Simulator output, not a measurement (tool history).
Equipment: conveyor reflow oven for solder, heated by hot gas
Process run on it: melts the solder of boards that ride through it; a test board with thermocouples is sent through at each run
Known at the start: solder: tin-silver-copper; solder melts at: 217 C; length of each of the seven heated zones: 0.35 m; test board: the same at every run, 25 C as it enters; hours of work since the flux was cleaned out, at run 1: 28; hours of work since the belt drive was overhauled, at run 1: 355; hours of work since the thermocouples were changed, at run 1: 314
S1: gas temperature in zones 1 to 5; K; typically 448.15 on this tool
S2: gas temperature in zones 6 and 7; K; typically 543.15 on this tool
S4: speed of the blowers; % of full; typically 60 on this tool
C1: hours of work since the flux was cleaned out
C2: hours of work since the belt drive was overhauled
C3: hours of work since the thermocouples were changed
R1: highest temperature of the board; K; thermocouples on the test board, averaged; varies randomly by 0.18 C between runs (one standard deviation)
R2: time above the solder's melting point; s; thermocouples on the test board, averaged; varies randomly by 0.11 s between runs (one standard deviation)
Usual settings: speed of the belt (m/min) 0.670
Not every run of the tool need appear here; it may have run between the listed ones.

Run 1, day 0.000: usual settings; C1 28; C2 355; C3 314. Result: R1 521.05 K, R2 43.2 s.
Run 2, day 0.867: usual settings; C1 44; C2 371; C3 331. Result: R1 521.25 K, R2 43.3 s.
Run 3, day 1.538: usual settings; C1 57; C2 384; C3 343. Result: R1 520.75 K, R2 43.4 s.
Run 4, day 2.200: usual settings but S2 551.15 K; C1 70; C2 397; C3 356. Result: R1 527.35 K, R2 47.8 s.
Run 5, day 3.075: usual settings but S2 551.15 K; C1 86; C2 414; C3 373. Result: R1 527.35 K, R2 47.4 s.
Run 6, day 3.633: usual settings but S2 551.15 K; C1 97; C2 424; C3 383. Result: R1 527.15 K, R2 47.5 s.
Run 7, day 4.517: usual settings; C1 114; C2 441; C3 400. Result: R1 521.15 K, R2 43.3 s.
Run 8, day 5.025: usual settings but speed of the belt (m/min) 0.706; C1 124; C2 451; C3 410. Result: R1 518.35 K, R2 38.8 s.
Run 9, day 5.467: usual settings but speed of the belt (m/min) 0.706, S4 71 % of full; C1 132; C2 459; C3 418. Result: R1 522.35 K, R2 42.3 s.
Run 10, day 6.133: usual settings but S1 444.15 K, speed of the belt (m/min) 0.577, S4 50 % of full; C1 145; C2 472; C3 431. Result: R1 521.35 K, R2 49.7 s.
Run 11, day 6.817: usual settings but S1 456.15 K, S2 550.15 K, speed of the belt (m/min) 0.586, S4 61 % of full; C1 158; C2 485; C3 444. Result: R1 533.05 K, R2 61.7 s.
Run 12, day 7.504: usual settings but speed of the belt (m/min) 0.689; C1 171; C2 498; C3 457. Result: R1 519.35 K, R2 40.6 s.
Run 13, day 8.133: usual settings but S1 459.15 K, S4 64 % of full; C1 183; C2 510; C3 469. Result: R1 524.15 K, R2 49.8 s.
Run 14, day 9.021: usual settings but S1 459.15 K, S2 551.15 K, speed of the belt (m/min) 0.747, S4 62 % of full; C1 200; C2 527; C3 486. Result: R1 525.95 K, R2 44.8 s.
Run 15, day 9.842: usual settings but S1 459.15 K, S2 551.15 K, speed of the belt (m/min) 0.747, S4 85 % of full; C1 216; C2 543; C3 502. Result: R1 532.85 K, R2 48.9 s.

Branching from run 15: 4 alternative next runs. What would each branch give?
Run A, day 10.721: usual settings but S1 450.15 K, S2 551.15 K, speed of the belt (m/min) 0.747, S4 85 % of full; C1 232; C2 560; C3 519. Result: R1 ?, R2 ?.
Run B, day 10.721: usual settings but S1 459.15 K, S2 555.15 K, speed of the belt (m/min) 0.747, S4 77 % of full; C1 232; C2 560; C3 519. Result: R1 ?, R2 ?.
Run C, day 10.721: usual settings but S1 461.15 K, S2 551.15 K, speed of the belt (m/min) 0.738, S4 54 % of full; C1 232; C2 560; C3 519. Result: R1 ?, R2 ?.
Run D, day 10.721: usual settings but S2 546.15 K; C1 232; C2 560; C3 519. Result: R1 ?, R2 ?.

run      R1    R2
  A  531.25  45.6
  B  533.95  49.2
  C  523.55  43.7
  D  523.05  44.4
The same runs, with their run-to-run variation unchanged, on a tool lacking any hidden condition would have given:
run      R1    R2
  A  532.95  46.1
  B  535.55  49.5
  C  524.85  44.2
  D  524.45  45.0
